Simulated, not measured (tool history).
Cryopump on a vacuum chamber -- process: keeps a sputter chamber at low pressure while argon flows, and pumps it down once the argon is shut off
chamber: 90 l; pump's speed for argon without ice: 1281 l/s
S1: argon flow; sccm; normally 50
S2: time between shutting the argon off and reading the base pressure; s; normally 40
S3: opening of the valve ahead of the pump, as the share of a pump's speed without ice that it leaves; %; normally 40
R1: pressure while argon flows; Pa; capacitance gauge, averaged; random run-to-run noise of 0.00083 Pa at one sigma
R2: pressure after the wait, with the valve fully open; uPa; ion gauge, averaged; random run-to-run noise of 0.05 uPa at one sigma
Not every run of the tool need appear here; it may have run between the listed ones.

run,hour,S1,S2,S3,R1,R2
1,0.0,50,40,40,0.1666,3.23
2,27.3,50,40,40,0.1674,3.17
3,52.5,50,40,53,0.1280,3.24
4,77.6,50,40,53,0.1284,3.42
5,96.0,50,40,53,0.1297,3.43
6,108.5,50,40,53,0.1308,3.44
7,120.0,50,185,40,0.1706,1.25
8,143.8,50,185,40,0.1722,1.31
9,167.1,50,254,40,0.1739,1.18
10,182.2,50,254,40,0.1714,1.17
11,194.1,50,40,40,0.1738,3.61
12,218.6,50,40,40,0.1752,3.51
13,239.4,50,40,40,0.1749,3.72
14,256.2,50,40,40,0.1762,3.70
15,275.3,50,40,40,0.1764,3.73
16,292.4,50,40,23,0.3001,3.59
17,311.3,50,40,56,0.1311,3.87
18,331.0,50,40,56,0.1332,3.89
19,350.9,50,40,56,0.1339,3.87
20,374.8,23,59,19,0.1674,3.02
21,392.1,26,40,28,0.1326,4.09
22,410.1,42,64,25,0.2370,3.03
23,421.4,50,228,32,0.2244,1.73
24,448.4,50,228,32,0.2269,1.83
25,472.9,50,228,32,0.2283,1.86
26,493.3,50,228,32,0.2316,1.98
27,511.0,63,40,30,0.3080,4.27
28,526.1,63,40,30,0.3109,4.42
29,550.2,63,40,30,0.3070,4.36
30,569.7,50,40,23,0.3137,4.26
31,591.0,50,40,23,0.3172,4.47
32,606.0,26,150,28,0.1392,2.55
33,630.5,30,150,47,0.1030,2.59

Forecast each of these 3 alternatives for the next run:
# hour 644.3: pump warmed up, emptied and cooled again
A,650.6,30,248,37,?,?
# hour 644.3: pump warmed up, emptied and cooled again
B,650.6,52,180,23,?,?
# hour 644.3: pump warmed up, emptied and cooled again
C,650.6,61,116,30,?,?

run,R1,R2
A,0.1085,1.74
B,0.3010,1.91
C,0.2697,2.31
Had the tool no hidden state, the same runs would have come out as:
run,R1,R2
A,0.1072,0.67
B,0.2987,0.84
C,0.2671,1.24
